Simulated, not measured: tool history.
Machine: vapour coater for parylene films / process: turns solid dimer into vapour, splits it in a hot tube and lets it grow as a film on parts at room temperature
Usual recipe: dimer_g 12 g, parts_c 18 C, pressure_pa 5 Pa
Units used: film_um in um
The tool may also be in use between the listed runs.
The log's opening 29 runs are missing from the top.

At hour 646.8: table's thermometer calibrated.
Run 30, hour 675: usual settings but dimer_g 13 g, pressure_pa 2.91 Pa. Result: film_um 2.003 um.
Run 31, hour 704.2: usual settings but dimer_g 11 g, pressure_pa 7.89 Pa. Result: film_um 1.531 um.
Run 32, hour 724.5: usual settings but parts_c 22 C. Result: film_um 1.528 um.
Run 33, hour 748.2: usual settings but parts_c 22 C. Result: film_um 1.511 um.
Run 34, hour 761.8: usual settings but parts_c 22 C. Result: film_um 1.526 um.
At hour 770.4: table's thermometer calibrated, once more.
Run 35, hour 777.4: usual settings but dimer_g 18 g, pressure_pa 6.91 Pa. Result: film_um 2.428 um.
At hour 806.5: trap's valve overhauled.
Run 36, hour 813.5: usual settings but dimer_g 18 g, pressure_pa 2.04 Pa. Result: film_um 2.874 um.
Run 37, hour 832.4: usual settings but dimer_g 9 g, parts_c 24 C, pressure_pa 2.71 Pa. Result: film_um 1.133 um.
Run 38, hour 862: usual settings but dimer_g 16 g, pressure_pa 7.56 Pa. Result: film_um 2.246 um.
Run 39, hour 884.3: usual settings but parts_c 13 C, pressure_pa 5.08 Pa. Result: film_um 2.064 um.
Run 40, hour 912.2: usual settings but parts_c 13 C, pressure_pa 5.08 Pa. Result: film_um 2.065 um.
Run 41, hour 930.5: usual settings but parts_c 13 C, pressure_pa 5.08 Pa. Result: film_um 2.063 um.
Run 42, hour 961.4: usual settings but parts_c 13 C, pressure_pa 5.08 Pa. Result: film_um 2.056 um.
Run 43, hour 989: usual settings but dimer_g 21 g, pressure_pa 2.78 Pa. Result: film_um 3.198 um.
Run 44, hour 1019.2: usual settings but dimer_g 21 g, pressure_pa 2.78 Pa. Result: film_um 3.211 um.
Run 45, hour 1041.7: usual settings but dimer_g 9 g, parts_c 26 C. Result: film_um 0.99 um.
Run 46, hour 1062.5: usual settings but parts_c 27 C, pressure_pa 7.33 Pa. Result: film_um 1.216 um.

Predict each of these 4 candidate next runs independently; none follows another, all start after run 46:
Run A, hour 1082.8: usual settings but dimer_g 13 g, parts_c 24 C. Result: film_um ?.
Run B, hour 1082.8: usual settings but dimer_g 8 g, pressure_pa 6.08 Pa. Result: film_um ?.
Run C, hour 1082.8: usual settings but dimer_g 6 g, parts_c 16 C, pressure_pa 4.32 Pa. Result: film_um ?.
Run D, hour 1082.8: usual settings but parts_c 27 C, pressure_pa 8.84 Pa. Result: film_um ?.

run  film_um
  A    1.512
  B    1.128
  C    0.926
  D    1.197
Stripped of hidden state, with their random variation kept, the same runs would have yielded:
run  film_um
  A    1.548
  B    1.155
  C    0.949
  D    1.226
